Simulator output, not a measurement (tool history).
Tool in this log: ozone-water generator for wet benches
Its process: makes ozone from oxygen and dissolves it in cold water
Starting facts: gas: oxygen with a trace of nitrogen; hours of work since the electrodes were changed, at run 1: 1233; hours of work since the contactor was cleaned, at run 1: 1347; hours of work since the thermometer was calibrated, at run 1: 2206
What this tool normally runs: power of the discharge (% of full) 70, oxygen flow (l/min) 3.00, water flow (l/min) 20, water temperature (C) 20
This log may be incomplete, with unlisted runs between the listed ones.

| run | hour | power of the discharge (% of full) | oxygen flow (l/min) | water flow (l/min) | water temperature (C) | hours of work since the electrodes were changed | hours of work since the contactor was cleaned | hours of work since the thermometer was calibrated | dissolved ozone (ppm) | ozone in the gas ahead of the water (g/m3) |
|---|---|---|---|---|---|---|---|---|---|---|
| 1 | 0.0 | 70 | 3.00 | 20 | 20 | 1233 | 1347 | 2206 | 13.8 | 173.7 |
| 2 | 33.3 | 70 | 3.00 | 20 | 20 | 1254 | 1368 | 2227 | 13.6 | 173.7 |
| 3 | 85.8 | 70 | 3.00 | 20 | 20 | 1288 | 1401 | 2260 | 13.6 | 172.8 |
| 4 | 134.4 | 70 | 3.00 | 31 | 20 | 1319 | 1432 | 2291 | 9.0 | 171.2 |
| 5 | 190.4 | 95 | 3.00 | 31 | 20 | 1354 | 1468 | 2327 | 10.6 | 206.0 |
| 6 | 242.1 | 95 | 3.00 | 31 | 20 | 1387 | 1501 | 2360 | 10.6 | 205.6 |
| 7 | 273.4 | 70 | 2.55 | 20 | 20 | 1407 | 1521 | 2380 | 13.4 | 191.5 |
| 8 | 314.4 | 70 | 2.55 | 20 | 20 | 1433 | 1547 | 2406 | 13.5 | 192.3 |
| 9 | 353.9 | 70 | 2.55 | 20 | 20 | 1459 | 1572 | 2431 | 13.6 | 190.6 |
| 10 | 388.0 | 70 | 2.55 | 20 | 20 | 1480 | 1594 | 2453 | 13.5 | 188.5 |
| 11 | 419.0 | 70 | 3.00 | 20 | 20 | 1500 | 1614 | 2473 | 13.4 | 171.2 |
| 12 | 475.6 | 53 | 3.00 | 20 | 20 | 1536 | 1650 | 2509 | 11.2 | 146.2 |
| 13 | 522.7 | 70 | 3.88 | 20 | 20 | 1566 | 1680 | 2539 | 13.2 | 143.4 |
| 14 | 559.7 | 70 | 3.00 | 20 | 20 | 1590 | 1704 | 2563 | 13.2 | 170.5 |
| 15 | 588.9 | 70 | 3.00 | 20 | 20 | 1609 | 1722 | 2581 | 13.4 | 169.0 |
| 16 | 638.9 | 70 | 3.00 | 20 | 20 | 1640 | 1754 | 2613 | 13.2 | 169.5 |
| 17 | 674.6 | 70 | 2.09 | 20 | 20 | 1663 | 1777 | 2636 | 13.2 | 216.1 |
| 18 | 721.7 | 70 | 1.84 | 31 | 16 | 1693 | 1807 | 2666 | 8.5 | 236.5 |
| 19 | 779.5 | 58 | 4.86 | 31 | 16 | 1730 | 1844 | 2703 | 8.2 | 109.0 |
| 20 | 834.7 | 58 | 4.86 | 31 | 16 | 1765 | 1879 | 2738 | 8.2 | 108.6 |
| 21 | 863.7 | 65 | 3.00 | 20 | 20 | 1784 | 1898 | 2757 | 12.3 | 160.4 |
| 22 | 904.9 | 70 | 3.00 | 20 | 12 | 1810 | 1924 | 2783 | 14.0 | 169.1 |
| 23 | 938.4 | 70 | 3.00 | 26 | 15 | 1832 | 1945 | 2804 | 10.7 | 168.1 |
| 24 | 978.6 | 54 | 5.08 | 18 | 20 | 1857 | 1971 | 2830 | 11.7 | 102.4 |
| 25 | 1015.5 | 70 | 4.27 | 31 | 20 | 1881 | 1995 | 2854 | 8.8 | 132.4 |
| 26 | 1069.0 | 70 | 4.27 | 31 | 20 | 1915 | 2029 | 2888 | 8.7 | 132.1 |
| 27 | 1103.9 | 96 | 2.85 | 20 | 21 | 1937 | 2051 | 2910 | 15.5 | 206.4 |
| 28 | 1138.3 | 96 | 4.88 | 20 | 14 | 1959 | 2073 | 2932 | 16.4 | 143.1 |
| 29 | 1181.3 | 96 | 4.88 | 20 | 14 | 1987 | 2100 | 2959 | 16.2 | 142.7 |
| 30 | 1235.7 | 70 | 2.22 | 26 | 20 | 2021 | 2135 | 2994 | 9.9 | 204.9 |
| 31 | 1284.6 | 51 | 3.07 | 28 | 14 | 2052 | 2166 | 3025 | 8.3 | 137.1 |
| 32 | 1333.0 | 66 | 3.54 | 20 | 20 | 2083 | 2197 | 3056 | 12.2 | 144.2 |

Table of differences, measured result less the result of that run with no hidden state. Run-to-run variation is the same in both. Gauge scatter possibly is not:
Unlogged tool condition in this case: yield of the discharge, % of new electrodes'; contactor's efficiency, % of a clean one's; true water temperature over the reading, C; drift of the gauge itself on ozone_ppm, %; drift of the gauge itself on gas_g_m3, %.
| run | dissolved ozone (ppm) | ozone in the gas ahead of the water (g/m3) |
|---|---|---|
| 1 | -1.1 | -9.4 |
| 2 | -1.1 | -9.6 |
| 3 | -1.1 | -9.9 |
| 4 | -0.8 | -10.0 |
| 5 | -1.1 | -14.7 |
| 6 | -1.1 | -15.1 |
| 7 | -1.2 | -12.2 |
| 8 | -1.3 | -12.4 |
| 9 | -1.2 | -12.5 |
| 10 | -1.3 | -12.7 |
| 11 | -1.3 | -11.6 |
| 12 | -1.0 | -8.6 |
| 13 | -1.3 | -10.3 |
| 14 | -1.4 | -12.4 |
| 15 | -1.4 | -12.6 |
| 16 | -1.4 | -12.8 |
| 17 | -1.4 | -16.6 |
| 18 | -1.0 | -18.5 |
| 19 | -1.0 | -7.9 |
| 20 | -0.9 | -8.0 |
| 21 | -1.5 | -12.9 |
| 22 | -1.7 | -14.3 |
| 23 | -1.4 | -14.4 |
| 24 | -1.3 | -7.5 |
| 25 | -1.2 | -11.7 |
| 26 | -1.2 | -11.9 |
| 27 | -2.2 | -22.5 |
| 28 | -2.4 | -15.8 |
| 29 | -2.5 | -16.1 |
| 30 | -1.4 | -19.8 |
| 31 | -1.1 | -11.0 |
| 32 | -1.7 | -13.9 |
